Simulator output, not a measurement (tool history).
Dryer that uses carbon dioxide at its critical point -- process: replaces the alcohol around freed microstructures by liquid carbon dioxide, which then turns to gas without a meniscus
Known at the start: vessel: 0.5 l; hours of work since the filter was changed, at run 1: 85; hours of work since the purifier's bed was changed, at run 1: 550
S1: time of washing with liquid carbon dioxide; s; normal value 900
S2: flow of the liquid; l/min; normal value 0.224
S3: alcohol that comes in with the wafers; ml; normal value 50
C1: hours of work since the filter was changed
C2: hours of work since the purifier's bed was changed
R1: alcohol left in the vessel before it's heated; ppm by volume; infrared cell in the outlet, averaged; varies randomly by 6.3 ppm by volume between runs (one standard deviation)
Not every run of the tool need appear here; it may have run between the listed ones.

{"run": 1, "hour": 0.0, "S1": 900, "S2": 0.224, "S3": 50, "C1": 85, "C2": 550, "R1": 427}
{"run": 2, "hour": 29.0, "S1": 900, "S2": 0.224, "S3": 50, "C1": 96, "C2": 562, "R1": 466}
{"run": 3, "hour": 56.2, "S1": 900, "S2": 0.224, "S3": 70, "C1": 107, "C2": 573, "R1": 639}
{"run": 4, "hour": 78.5, "S1": 900, "S2": 0.224, "S3": 50, "C1": 116, "C2": 582, "R1": 477}
{"run": 5, "hour": 107.0, "S1": 900, "S2": 0.224, "S3": 50, "C1": 128, "C2": 593, "R1": 517}
{"run": 6, "hour": 131.3, "S1": 900, "S2": 0.224, "S3": 50, "C1": 138, "C2": 603, "R1": 524}
{"run": 7, "hour": 153.1, "S1": 900, "S2": 0.224, "S3": 112, "C1": 146, "C2": 612, "R1": 1115}
{"run": 8, "hour": 173.9, "S1": 900, "S2": 0.224, "S3": 112, "C1": 155, "C2": 620, "R1": 1127}
{"run": 9, "hour": 199.5, "S1": 900, "S2": 0.187, "S3": 50, "C1": 165, "C2": 630, "R1": 1252}
{"hour": 210.3, "done": "inlet filter changed"}
{"run": 10, "hour": 223.0, "S1": 900, "S2": 0.224, "S3": 42, "C1": 5, "C2": 640, "R1": 297}
{"run": 11, "hour": 255.1, "S1": 900, "S2": 0.224, "S3": 50, "C1": 18, "C2": 653, "R1": 362}
{"run": 12, "hour": 273.3, "S1": 900, "S2": 0.224, "S3": 50, "C1": 25, "C2": 660, "R1": 362}
{"run": 13, "hour": 299.7, "S1": 840, "S2": 0.224, "S3": 50, "C1": 36, "C2": 671, "R1": 531}
{"run": 14, "hour": 317.7, "S1": 840, "S2": 0.224, "S3": 50, "C1": 43, "C2": 678, "R1": 541}
{"run": 15, "hour": 342.5, "S1": 840, "S2": 0.224, "S3": 50, "C1": 53, "C2": 688, "R1": 539}
{"run": 16, "hour": 375.3, "S1": 840, "S2": 0.224, "S3": 50, "C1": 67, "C2": 701, "R1": 575}
{"run": 17, "hour": 408.0, "S1": 840, "S2": 0.224, "S3": 50, "C1": 80, "C2": 714, "R1": 604}
{"run": 18, "hour": 439.8, "S1": 840, "S2": 0.224, "S3": 50, "C1": 93, "C2": 727, "R1": 632}
{"run": 19, "hour": 476.3, "S1": 840, "S2": 0.224, "S3": 50, "C1": 107, "C2": 742, "R1": 686}
{"run": 20, "hour": 492.6, "S1": 840, "S2": 0.224, "S3": 50, "C1": 114, "C2": 748, "R1": 687}
{"run": 21, "hour": 512.6, "S1": 840, "S2": 0.189, "S3": 50, "C1": 122, "C2": 756, "R1": 1437}
{"run": 22, "hour": 547.5, "S1": 840, "S2": 0.189, "S3": 50, "C1": 136, "C2": 771, "R1": 1472}
{"run": 23, "hour": 563.5, "S1": 900, "S2": 0.224, "S3": 61, "C1": 143, "C2": 777, "R1": 657}
{"run": 24, "hour": 601.5, "S1": 540, "S2": 0.224, "S3": 99, "C1": 158, "C2": 792, "R1": 8036}
{"hour": 628.1, "done": "inlet filter changed"}
{"run": 25, "hour": 630.0, "S1": 900, "S2": 0.19, "S3": 50, "C1": 1, "C2": 804, "R1": 750}
{"hour": 649.9, "done": "purifier's bed changed"}
{"run": 26, "hour": 668.2, "S1": 900, "S2": 0.15, "S3": 50, "C1": 15, "C2": 7, "R1": 1909}
{"run": 27, "hour": 692.9, "S1": 900, "S2": 0.15, "S3": 44, "C1": 25, "C2": 17, "R1": 1753}
{"run": 28, "hour": 709.3, "S1": 900, "S2": 0.15, "S3": 44, "C1": 32, "C2": 24, "R1": 1762}
{"run": 29, "hour": 742.6, "S1": 900, "S2": 0.15, "S3": 44, "C1": 45, "C2": 37, "R1": 1865}
{"run": 30, "hour": 771.0, "S1": 840, "S2": 0.232, "S3": 44, "C1": 57, "C2": 49, "R1": 376}
{"run": 31, "hour": 806.4, "S1": 840, "S2": 0.232, "S3": 44, "C1": 71, "C2": 63, "R1": 392}
{"run": 32, "hour": 843.9, "S1": 840, "S2": 0.232, "S3": 44, "C1": 86, "C2": 78, "R1": 427}
{"run": 33, "hour": 879.8, "S1": 840, "S2": 0.234, "S3": 47, "C1": 100, "C2": 93, "R1": 455}
{"run": 34, "hour": 896.3, "S1": 600, "S2": 0.285, "S3": 82, "C1": 107, "C2": 100, "R1": 1574}
{"run": 35, "hour": 931.1, "S1": 1080, "S2": 0.285, "S3": 63, "C1": 121, "C2": 114, "R1": 51}
{"run": 36, "hour": 951.0, "S1": 1080, "S2": 0.182, "S3": 84, "C1": 129, "C2": 122, "R1": 899}
{"run": 37, "hour": 984.2, "S1": 960, "S2": 0.272, "S3": 113, "C1": 143, "C2": 135, "R1": 240}
{"run": 38, "hour": 1000.8, "S1": 1020, "S2": 0.194, "S3": 113, "C1": 149, "C2": 142, "R1": 1278}
{"run": 39, "hour": 1020.5, "S1": 660, "S2": 0.33, "S3": 49, "C1": 157, "C2": 150, "R1": 362}
{"run": 40, "hour": 1039.4, "S1": 1260, "S2": 0.33, "S3": 67, "C1": 165, "C2": 157, "R1": 29}
{"hour": 1050.7, "done": "inlet filter changed"}
{"run": 41, "hour": 1058.3, "S1": 1260, "S2": 0.33, "S3": 67, "C1": 3, "C2": 165, "R1": 28}
{"run": 42, "hour": 1080.4, "S1": 900, "S2": 0.325, "S3": 50, "C1": 12, "C2": 173, "R1": 53}
{"run": 43, "hour": 1109.6, "S1": 1140, "S2": 0.224, "S3": 84, "C1": 24, "C2": 185, "R1": 120}
{"run": 44, "hour": 1145.1, "S1": 600, "S2": 0.287, "S3": 50, "C1": 38, "C2": 200, "R1": 745}
{"run": 45, "hour": 1175.6, "S1": 600, "S2": 0.287, "S3": 50, "C1": 50, "C2": 212, "R1": 775}
{"run": 46, "hour": 1203.2, "S1": 1380, "S2": 0.156, "S3": 58, "C1": 62, "C2": 223, "R1": 289}

Pick out some run-to-run changes in R1. Of each, how much would a tool without hidden state show as well, from the settings, what came in and chance, and how much is left for the hidden state and any gauge scatter not in both results compared?
Hidden state present: flow that reaches the vessel past the clogged filter, %; alcohol in the recycled carbon dioxide, ppm; drift of the gauge itself on alcohol_ppm, %.
Run 23 -> 24: S1 900 -> 540, S3 61 -> 99. R1 +7379 ppm by volume: hidden state +2327, all else +5052.
Run 24 -> 25: S1 540 -> 900, S2 0.224 -> 0.190, S3 99 -> 50, inlet filter changed. R1 -7286 ppm by volume: hidden state -2549, all else -4737.
Run 34 -> 35: S1 600 -> 1080, S3 82 -> 63. R1 -1523 ppm by volume: hidden state -506, all else -1017.

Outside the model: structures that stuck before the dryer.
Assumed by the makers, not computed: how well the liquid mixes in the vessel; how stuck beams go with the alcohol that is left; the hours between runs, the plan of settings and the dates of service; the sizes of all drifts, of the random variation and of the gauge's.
